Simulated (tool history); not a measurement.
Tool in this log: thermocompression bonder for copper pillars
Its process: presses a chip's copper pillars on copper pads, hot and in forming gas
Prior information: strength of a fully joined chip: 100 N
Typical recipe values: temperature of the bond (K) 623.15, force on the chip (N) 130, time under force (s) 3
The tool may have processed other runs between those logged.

run,hour,temperature of the bond (K),force on the chip (N),time under force (s),force that shears a chip off (N)
1,0.0,623.15,130,3,59.3
2,43.9,623.15,130,3,59.2
3,62.5,616.15,130,3,56.8
4,88.1,616.15,101,3,43.9
5,109.9,623.15,130,4,63.7
6,128.9,643.15,130,3,66.2
7,154.1,623.15,130,3,59.2
8,174.2,623.15,130,3,60.2
9,202.3,623.15,162,3,71.4
10,229.4,623.15,139,3,62.2
11,262.8,623.15,155,3,68.3
12,287.8,623.15,155,3,68.4
13,322.3,623.15,107,3,49.4
# hour 340.5: forming gas filter changed
14,362.4,623.15,107,3,49.7
15,386.2,623.15,107,3,49.7
16,426.7,621.15,185,3,77.1
17,447.2,625.15,81,3,37.9
18,473.3,619.15,177,5,81.2
19,497.8,634.15,94,7,61.9
20,527.1,596.15,129,2,41.9
21,555.3,618.15,153,3,66.9
22,583.4,630.15,164,6,84.3
23,606.1,653.15,149,6,86.7
24,626.0,653.15,149,6,86.9

5 options for the next run, each taken on its own from the tool as it stands now. Forecast them:
A,650.5,611.15,81,4,?
B,650.5,642.15,107,3,?
C,650.5,616.15,149,4,?
D,650.5,616.15,111,5,?
E,650.5,652.15,109,2,?

run,force that shears a chip off (N)
A,37.4
B,56.2
C,68.9
D,57.4
E,53.0
Take away the tool's hidden state, keep each run's random variation, and the runs would have read:
run,force that shears a chip off (N)
A,37.6
B,56.5
C,69.2
D,57.8
E,53.3

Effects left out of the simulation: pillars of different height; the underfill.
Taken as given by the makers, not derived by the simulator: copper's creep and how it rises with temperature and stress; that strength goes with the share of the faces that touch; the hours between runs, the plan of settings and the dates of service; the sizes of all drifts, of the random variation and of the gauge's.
